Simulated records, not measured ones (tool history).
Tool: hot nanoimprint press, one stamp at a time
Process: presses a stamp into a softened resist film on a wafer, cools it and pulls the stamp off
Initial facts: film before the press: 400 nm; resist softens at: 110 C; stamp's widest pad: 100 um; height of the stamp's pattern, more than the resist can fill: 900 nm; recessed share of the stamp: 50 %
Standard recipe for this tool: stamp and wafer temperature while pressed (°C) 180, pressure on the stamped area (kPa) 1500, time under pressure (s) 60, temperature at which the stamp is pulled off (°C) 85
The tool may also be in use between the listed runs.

run	hour	stamp and wafer temperature while pressed (°C)	pressure on the stamped area (kPa)	time under pressure (s)	temperature at which the stamp is pulled off (°C)	resist left under the stamp's widest pad (Å)	greatest force while the stamp is pulled off (N)
1	0	180	1500	60	85	1435	223.4
# hour 64.6: stamp cleaned and given a new release coat
2	93.8	180	1500	60	85	1413	209.3
3	182.9	180	1500	60	85	1406	212.4
4	265.7	180	1500	44	85	1575	215.5
5	336.6	180	1500	44	85	1557	218.2
# hour 369.8: stamp cleaned and given a new release coat
# hour 421.5: plate thermocouple calibrated
6	434.8	176	1500	44	85	1845	203.2
7	521	176	1500	44	85	1853	207.3
8	615.7	176	1950	44	85	1640	209
# hour 674.5: stamp cleaned and given a new release coat
9	680.7	180	1500	60	85	1286	197.6
10	751.4	180	1500	60	85	1274	201.1
# hour 831: plate thermocouple calibrated, once more
11	840.4	180	1500	60	85	1483	219.3
12	905.4	180	1500	60	85	1483	222.4
13	946.1	180	1500	60	85	1473	225.1
# hour 976.1: stamp cleaned and given a new release coat
14	1035.2	180	1500	71	83	1350	224
15	1085.9	180	1430	60	90	1468	183.3
16	1161.1	180	1500	114	85	1088	216
17	1204.5	180	1500	114	85	1082	215.9
# hour 1277.5: stamp cleaned and given a new release coat
18	1277.5	180	1570	114	85	1048	204.5
# hour 1340.9: plate thermocouple calibrated
19	1340.9	181	1660	84	91	1179	180.5
# hour 1389.1: press's hydraulic seals changed and the load cell set to zero
20	1448.6	181	1660	84	91	1094	183.7
21	1518.1	181	1660	84	91	1089	185.2
22	1567.1	187	980	117	77	872	272.8
# hour 1589.2: stamp cleaned and given a new release coat
23	1639.5	183	2050	66	82	955	227.9
24	1738.2	183	2050	66	85	946	212
25	1836.7	183	2050	66	85	930	215.7
# hour 1850.8: plate thermocouple calibrated
# hour 1894.3: stamp cleaned and given a new release coat
26	1940.3	185	930	80	85	1215	213

4 ways to go on from here, each from the tool as it stands after run 26. What would each give?
A	1982.8	185	1030	80	85	?	?
B	1982.8	174	1500	84	78	?	?
C	1982.8	180	1000	80	77	?	?
D	1982.8	191	2000	80	85	?	?

run	resist left under the stamp's widest pad (Å)	greatest force while the stamp is pulled off (N)
A	1154	214.1
B	1751	255.8
C	1536	263
D	603	216.7
With the hidden condition removed and each run's random variation left untouched, the same runs would have given:
run	resist left under the stamp's widest pad (Å)	greatest force while the stamp is pulled off (N)
A	1157	211
B	1751	251.9
C	1542	258.9
D	597	213.6
